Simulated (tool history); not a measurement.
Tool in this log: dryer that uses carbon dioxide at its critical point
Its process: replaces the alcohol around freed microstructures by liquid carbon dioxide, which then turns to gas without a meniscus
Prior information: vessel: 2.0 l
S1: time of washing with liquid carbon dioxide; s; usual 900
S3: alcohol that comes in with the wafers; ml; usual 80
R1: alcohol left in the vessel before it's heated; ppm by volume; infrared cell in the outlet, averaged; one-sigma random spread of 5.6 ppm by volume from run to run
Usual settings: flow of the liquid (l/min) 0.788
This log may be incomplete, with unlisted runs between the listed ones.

run 1 day=0 | S1=900 flow_of_the_liquid_(l/min)=0.788 S3=80 | R1=257
run 2 day=2.588 | S1=900 flow_of_the_liquid_(l/min)=0.788 S3=80 | R1=280
run 3 day=4.804 | S1=900 flow_of_the_liquid_(l/min)=0.788 S3=80 | R1=299
run 4 day=6.854 | S1=1260 flow_of_the_liquid_(l/min)=0.788 S3=80 | R1=104
run 5 day=8.792 | S1=900 flow_of_the_liquid_(l/min)=0.788 S3=89 | R1=332
run 6 day=10.683 | S1=900 flow_of_the_liquid_(l/min)=0.788 S3=89 | R1=343
run 7 day=11.983 | S1=900 flow_of_the_liquid_(l/min)=0.788 S3=80 | R1=315
run 8 day=13.867 | S1=900 flow_of_the_liquid_(l/min)=0.788 S3=80 | R1=332
run 9 day=15.308 | S1=900 flow_of_the_liquid_(l/min)=0.788 S3=22 | R1=164
run 10 day=16.842 | S1=900 flow_of_the_liquid_(l/min)=0.788 S3=22 | R1=174
run 11 day=19.217 | S1=900 flow_of_the_liquid_(l/min)=0.766 S3=31 | R1=217
-- day=20.167 inlet filter changed
run 12 day=22.088 | S1=900 flow_of_the_liquid_(l/min)=0.766 S3=31 | R1=188
run 13 day=24.533 | S1=660 flow_of_the_liquid_(l/min)=0.882 S3=54 | R1=451
run 14 day=26.567 | S1=1080 flow_of_the_liquid_(l/min)=0.581 S3=118 | R1=650
run 15 day=28.225 | S1=1320 flow_of_the_liquid_(l/min)=0.581 S3=67 | R1=226
run 16 day=30.512 | S1=900 flow_of_the_liquid_(l/min)=0.788 S3=36 | R1=227
run 17 day=32.579 | S1=900 flow_of_the_liquid_(l/min)=0.788 S3=36 | R1=221
run 18 day=35.375 | S1=960 flow_of_the_liquid_(l/min)=0.765 S3=97 | R1=364
run 19 day=38.05 | S1=780 flow_of_the_liquid_(l/min)=0.477 S3=24 | R1=915
run 20 day=39.2 | S1=780 flow_of_the_liquid_(l/min)=0.477 S3=24 | R1=935

Results for each run, recomputed without the tool's hidden state and with each run's random variation untouched:
Hidden conditions of the tool in this case: flow that reaches the vessel past the clogged filter, %; alcohol in the recycled carbon dioxide, ppm; drift of the gauge itself on alcohol_ppm, %.
run=1 R1=165
run=2 R1=175
run=3 R1=182
run=4 R1=16
run=5 R1=193
run=6 R1=194
run=7 R1=168
run=8 R1=176
run=9 R1=50
run=10 R1=57
run=11 R1=80
run=12 R1=77
run=13 R1=312
run=14 R1=481
run=15 R1=96
run=16 R1=87
run=17 R1=75
run=18 R1=178
run=19 R1=681
run=20 R1=689
